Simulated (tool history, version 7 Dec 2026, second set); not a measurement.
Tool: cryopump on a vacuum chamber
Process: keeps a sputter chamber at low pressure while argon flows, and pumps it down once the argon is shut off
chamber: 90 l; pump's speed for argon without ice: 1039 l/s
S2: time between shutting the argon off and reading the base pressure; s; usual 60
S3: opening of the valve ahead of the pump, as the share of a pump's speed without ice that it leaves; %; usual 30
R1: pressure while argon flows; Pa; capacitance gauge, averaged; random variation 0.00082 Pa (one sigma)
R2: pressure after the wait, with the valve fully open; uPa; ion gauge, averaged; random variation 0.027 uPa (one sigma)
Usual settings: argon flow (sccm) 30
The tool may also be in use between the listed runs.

Run 1, day 0: usual settings. Result: R1 0.1689 Pa, R2 2.38 uPa.
Run 2, day 1.467: usual settings but S3 18 %. Result: R1 0.2753 Pa, R2 2.38 uPa.
Run 3, day 2.967: usual settings but S3 18 %. Result: R1 0.2764 Pa, R2 2.41 uPa.
Run 4, day 4.617: usual settings but argon flow (sccm) 15. Result: R1 0.084 Pa, R2 2.61 uPa.
Run 5, day 6.096: usual settings but argon flow (sccm) 15. Result: R1 0.0851 Pa, R2 2.67 uPa.
Run 6, day 7.717: usual settings. Result: R1 0.1683 Pa, R2 2.8 uPa.
Run 7, day 9.158: usual settings. Result: R1 0.1701 Pa, R2 2.85 uPa.
Run 8, day 10.575: usual settings but S3 17 %. Result: R1 0.295 Pa, R2 3.02 uPa.
Run 9, day 11.717: usual settings. Result: R1 0.1705 Pa, R2 3.06 uPa.
Run 10, day 13.1: usual settings. Result: R1 0.1724 Pa, R2 3.11 uPa.
Run 11, day 14.208: usual settings. Result: R1 0.1705 Pa, R2 3.21 uPa.
Run 12, day 15.75: usual settings. Result: R1 0.1735 Pa, R2 3.37 uPa.
Run 13, day 17.092: usual settings. Result: R1 0.1725 Pa, R2 3.39 uPa.
Run 14, day 18.271: usual settings. Result: R1 0.1729 Pa, R2 3.54 uPa.
Run 15, day 19.188: usual settings. Result: R1 0.1735 Pa, R2 3.59 uPa.
Run 16, day 20.638: usual settings. Result: R1 0.1736 Pa, R2 3.57 uPa.
Run 17, day 21.821: usual settings. Result: R1 0.1747 Pa, R2 3.83 uPa.
Run 18, day 23.346: usual settings. Result: R1 0.1753 Pa, R2 3.87 uPa.
Run 19, day 24.442: usual settings. Result: R1 0.178 Pa, R2 3.95 uPa.
Run 20, day 25.458: usual settings. Result: R1 0.1755 Pa, R2 4 uPa.
Run 21, day 26.638: usual settings but S3 19 %. Result: R1 0.2705 Pa, R2 4.13 uPa.
Run 22, day 27.629: usual settings but S3 19 %. Result: R1 0.2719 Pa, R2 4.28 uPa.
Run 23, day 29.054: usual settings but S3 19 %. Result: R1 0.2711 Pa, R2 4.32 uPa.
Run 24, day 30.404: usual settings but S3 16 %. Result: R1 0.3218 Pa, R2 4.56 uPa.
Run 25, day 31.662: usual settings but argon flow (sccm) 25, S2 286 s, S3 16 %. Result: R1 0.2684 Pa, R2 3.83 uPa.
At day 32.012: pump warmed up, emptied and cooled again.
Run 26, day 33.617: usual settings but argon flow (sccm) 16, S2 26 s, S3 35 %. Result: R1 0.0754 Pa, R2 5.06 uPa.
Run 27, day 34.742: usual settings but argon flow (sccm) 42, S2 135 s, S3 17 %. Result: R1 0.4028 Pa, R2 3.47 uPa.
Run 28, day 36.35: usual settings but argon flow (sccm) 29, S2 27 s, S3 21 %. Result: R1 0.2266 Pa, R2 5.32 uPa.
Run 29, day 38.054: usual settings but argon flow (sccm) 29, S2 27 s, S3 21 %. Result: R1 0.2266 Pa, R2 5.41 uPa.
Run 30, day 38.979: usual settings but argon flow (sccm) 14, S3 22 %. Result: R1 0.1048 Pa, R2 4.27 uPa.
Run 31, day 40.417: usual settings but argon flow (sccm) 59, S2 84 s, S3 24 %. Result: R1 0.4073 Pa, R2 3.97 uPa.
Run 32, day 42.029: usual settings but S2 282 s. Result: R1 0.1659 Pa, R2 3.58 uPa.
Run 33, day 43.129: usual settings but argon flow (sccm) 32, S2 51 s, S3 47 %. Result: R1 0.1149 Pa, R2 4.63 uPa.
Run 34, day 43.904: usual settings but argon flow (sccm) 34, S2 119 s, S3 47 %. Result: R1 0.1224 Pa, R2 4.03 uPa.
Run 35, day 44.712: usual settings but argon flow (sccm) 34, S2 119 s, S3 47 %. Result: R1 0.1222 Pa, R2 4.19 uPa.

Measured less the same run without the tool's hidden state. The same run-to-run variation is in both; the gauge's scatter may not be:
The hidden state here: pump's speed, % of a pump's without ice; cold plate's temperature, K; leak into the chamber, uPa l/s; drift of the gauge itself on working_pa, %; drift of the gauge itself on base_upa, %.
run       R1     R2
  1  +0.0048   +1.1
  2  +0.0051  +1.16
  3  +0.0056  +1.22
  4  +0.0031  +1.38
  5  +0.0034  +1.47
  6  +0.0072  +1.57
  7  +0.0077  +1.61
  8  +0.0082  +1.78
  9  +0.0085  +1.82
 10  +0.0091   +1.9
 11  +0.0093  +1.98
 12    +0.01  +2.14
 13  +0.0103  +2.18
 14  +0.0108  +2.29
 15  +0.0111  +2.36
 16  +0.0116  +2.39
 17  +0.0121  +2.57
 18  +0.0127  +2.64
 19  +0.0133  +2.71
 20  +0.0135  +2.78
 21   +0.014  +2.89
 22  +0.0145  +3.03
 23   +0.015  +3.09
 24  +0.0157  +3.32
 25  +0.0136  +3.34
 26  +0.0005  +2.58
 27  +0.0019  +2.75
 28  +0.0017  +2.84
 29  +0.0021  +2.95
 30  +0.0011     +3
 31  +0.0057     +3
 32  +0.0033  +3.12
 33  +0.0039  +3.22
 34  +0.0043  +3.27
 35  +0.0046  +3.38
